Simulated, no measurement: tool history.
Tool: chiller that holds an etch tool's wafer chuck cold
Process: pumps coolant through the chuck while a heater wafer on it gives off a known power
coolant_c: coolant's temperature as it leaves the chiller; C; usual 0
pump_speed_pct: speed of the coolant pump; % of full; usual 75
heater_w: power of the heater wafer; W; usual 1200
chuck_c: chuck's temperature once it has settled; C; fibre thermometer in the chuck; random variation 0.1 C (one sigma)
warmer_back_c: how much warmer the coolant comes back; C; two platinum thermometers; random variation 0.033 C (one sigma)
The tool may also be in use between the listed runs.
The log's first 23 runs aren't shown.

run	hour	coolant_c	pump_speed_pct	heater_w	chuck_c	warmer_back_c
24	728.7	0	80	1686	12.0	6.25
25	761.7	0	80	1686	12.2	6.19
26	791.0	0	80	1686	12.2	6.26
27	811.4	0	80	1686	12.1	6.21
28	841.0	0	80	1686	12.1	6.18
29	883.0	8	92	1278	16.4	4.15
30	919.8	8	72	670	13.5	2.78
31	953.3	-1	64	683	5.3	3.18
32	988.6	4	81	1162	12.5	4.27

4 ways to go on from here, each from the tool as it stands after run 32. What would each give?
A	1029.9	-9	67	869	?	?
B	1029.9	-1	75	1200	?	?
C	1029.9	-4	75	1783	?	?
D	1029.9	0	75	1472	?	?

run	chuck_c	warmer_back_c
A	-1.5	3.84
B	8.4	4.73
C	9.7	7.04
D	11.3	5.83
Without the tool's hidden state the same runs would have given:
run	chuck_c	warmer_back_c
A	-2.2	3.70
B	7.6	4.55
C	8.7	6.78
D	10.4	5.61
